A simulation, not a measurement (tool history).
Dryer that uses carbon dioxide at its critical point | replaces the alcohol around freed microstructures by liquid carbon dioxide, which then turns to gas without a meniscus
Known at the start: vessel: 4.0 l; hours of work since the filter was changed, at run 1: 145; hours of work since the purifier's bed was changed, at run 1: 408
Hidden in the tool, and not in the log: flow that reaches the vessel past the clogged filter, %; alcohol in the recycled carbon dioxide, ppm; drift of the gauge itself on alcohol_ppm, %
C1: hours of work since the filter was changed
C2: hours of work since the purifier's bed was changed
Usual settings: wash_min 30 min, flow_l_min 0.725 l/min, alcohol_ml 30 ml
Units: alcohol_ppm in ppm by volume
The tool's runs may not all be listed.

{"run": 1, "hour": 0.0, "wash_min": 30, "flow_l_min": 0.725, "alcohol_ml": 30, "C1": 145, "C2": 408, "alcohol_ppm": 128}
{"hour": 27.5, "done": "inlet filter changed"}
{"run": 2, "hour": 32.8, "wash_min": 30, "flow_l_min": 0.725, "alcohol_ml": 30, "C1": 3, "C2": 428, "alcohol_ppm": 100}
{"run": 3, "hour": 63.3, "wash_min": 30, "flow_l_min": 0.725, "alcohol_ml": 30, "C1": 22, "C2": 447, "alcohol_ppm": 103}
{"run": 4, "hour": 90.3, "wash_min": 30, "flow_l_min": 0.725, "alcohol_ml": 30, "C1": 39, "C2": 464, "alcohol_ppm": 117}
{"run": 5, "hour": 107.6, "wash_min": 30, "flow_l_min": 0.725, "alcohol_ml": 30, "C1": 50, "C2": 475, "alcohol_ppm": 114}
{"run": 6, "hour": 136.8, "wash_min": 30, "flow_l_min": 0.725, "alcohol_ml": 30, "C1": 68, "C2": 493, "alcohol_ppm": 127}
{"run": 7, "hour": 155.1, "wash_min": 30, "flow_l_min": 0.725, "alcohol_ml": 30, "C1": 80, "C2": 505, "alcohol_ppm": 130}

Forecast run 8:
{"run": 8, "hour": 188.0, "wash_min": 30, "flow_l_min": 0.725, "alcohol_ml": 30, "C1": 101, "C2": 525, "alcohol_ppm": "?"}

{"run 8": {"alcohol_ppm": 143}}
Without the tool's hidden state the same run would have given alcohol_ppm 64 ppm by volume.

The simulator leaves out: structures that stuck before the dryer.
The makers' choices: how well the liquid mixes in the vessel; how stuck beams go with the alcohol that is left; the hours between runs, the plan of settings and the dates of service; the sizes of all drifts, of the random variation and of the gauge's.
